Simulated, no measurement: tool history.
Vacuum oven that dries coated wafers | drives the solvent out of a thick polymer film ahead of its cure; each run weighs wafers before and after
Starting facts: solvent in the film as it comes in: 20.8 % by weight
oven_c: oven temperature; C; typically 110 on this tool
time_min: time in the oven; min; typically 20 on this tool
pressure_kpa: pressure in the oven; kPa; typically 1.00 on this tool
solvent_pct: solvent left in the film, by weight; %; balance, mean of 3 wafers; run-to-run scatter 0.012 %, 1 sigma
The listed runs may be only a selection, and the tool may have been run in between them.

{"run": 1, "day": 0.0, "oven_c": 110, "time_min": 20, "pressure_kpa": 1.0, "solvent_pct": 2.07}
{"run": 2, "day": 4.438, "oven_c": 110, "time_min": 20, "pressure_kpa": 1.0, "solvent_pct": 2.09}
{"run": 3, "day": 8.1, "oven_c": 110, "time_min": 20, "pressure_kpa": 1.37, "solvent_pct": 2.31}
{"run": 4, "day": 11.175, "oven_c": 110, "time_min": 20, "pressure_kpa": 1.37, "solvent_pct": 2.33}
{"run": 5, "day": 14.733, "oven_c": 110, "time_min": 20, "pressure_kpa": 3.59, "solvent_pct": 3.77}
{"run": 6, "day": 18.429, "oven_c": 110, "time_min": 20, "pressure_kpa": 3.59, "solvent_pct": 3.75}
{"run": 7, "day": 20.85, "oven_c": 110, "time_min": 20, "pressure_kpa": 1.0, "solvent_pct": 2.06}
{"run": 8, "day": 24.233, "oven_c": 110, "time_min": 20, "pressure_kpa": 1.0, "solvent_pct": 2.09}
{"run": 9, "day": 28.921, "oven_c": 110, "time_min": 20, "pressure_kpa": 1.0, "solvent_pct": 2.06}
{"day": 30.096, "done": "oven's thermocouples calibrated"}
{"run": 10, "day": 32.975, "oven_c": 110, "time_min": 20, "pressure_kpa": 1.0, "solvent_pct": 2.2}
{"run": 11, "day": 35.862, "oven_c": 110, "time_min": 20, "pressure_kpa": 1.0, "solvent_pct": 2.18}
{"run": 12, "day": 39.971, "oven_c": 99, "time_min": 16, "pressure_kpa": 1.2, "solvent_pct": 5.52}
{"day": 43.692, "done": "vacuum gauge cleaned of residue and calibrated"}
{"run": 13, "day": 44.392, "oven_c": 120, "time_min": 11, "pressure_kpa": 1.0, "solvent_pct": 3.02}
{"run": 14, "day": 47.85, "oven_c": 120, "time_min": 11, "pressure_kpa": 1.0, "solvent_pct": 3.01}
{"run": 15, "day": 51.846, "oven_c": 116, "time_min": 11, "pressure_kpa": 1.0, "solvent_pct": 3.73}
{"run": 16, "day": 56.204, "oven_c": 97, "time_min": 19, "pressure_kpa": 1.0, "solvent_pct": 4.91}
{"run": 17, "day": 59.733, "oven_c": 109, "time_min": 19, "pressure_kpa": 2.51, "solvent_pct": 3.52}
{"day": 60.738, "done": "vacuum gauge cleaned of residue and calibrated, once more"}
{"run": 18, "day": 62.471, "oven_c": 109, "time_min": 19, "pressure_kpa": 2.51, "solvent_pct": 3.26}
{"run": 19, "day": 66.812, "oven_c": 110, "time_min": 20, "pressure_kpa": 1.64, "solvent_pct": 2.4}
{"day": 68.392, "done": "oven's thermocouples calibrated"}
{"run": 20, "day": 69.95, "oven_c": 110, "time_min": 20, "pressure_kpa": 1.01, "solvent_pct": 2.11}
{"run": 21, "day": 74.421, "oven_c": 114, "time_min": 20, "pressure_kpa": 2.04, "solvent_pct": 2.2}

Here are 5 independent what-if runs from the current tool condition. What would each one return?
{"run": "A", "day": 78.125, "oven_c": 99, "time_min": 20, "pressure_kpa": 1.0, "solvent_pct": "?"}
{"run": "B", "day": 78.125, "oven_c": 105, "time_min": 19, "pressure_kpa": 1.0, "solvent_pct": "?"}
{"run": "C", "day": 78.125, "oven_c": 114, "time_min": 19, "pressure_kpa": 2.04, "solvent_pct": "?"}
{"run": "D", "day": 78.125, "oven_c": 114, "time_min": 12, "pressure_kpa": 0.74, "solvent_pct": "?"}
{"run": "E", "day": 78.125, "oven_c": 102, "time_min": 13, "pressure_kpa": 0.55, "solvent_pct": "?"}

run=A solvent_pct=4.09
run=B solvent_pct=3.08
run=C solvent_pct=2.36
run=D solvent_pct=3.45
run=E solvent_pct=5.41
What these runs would have given with no unlogged condition in the tool:
run=A solvent_pct=4.12
run=B solvent_pct=3.11
run=C solvent_pct=2.38
run=D solvent_pct=3.49
run=E solvent_pct=5.46

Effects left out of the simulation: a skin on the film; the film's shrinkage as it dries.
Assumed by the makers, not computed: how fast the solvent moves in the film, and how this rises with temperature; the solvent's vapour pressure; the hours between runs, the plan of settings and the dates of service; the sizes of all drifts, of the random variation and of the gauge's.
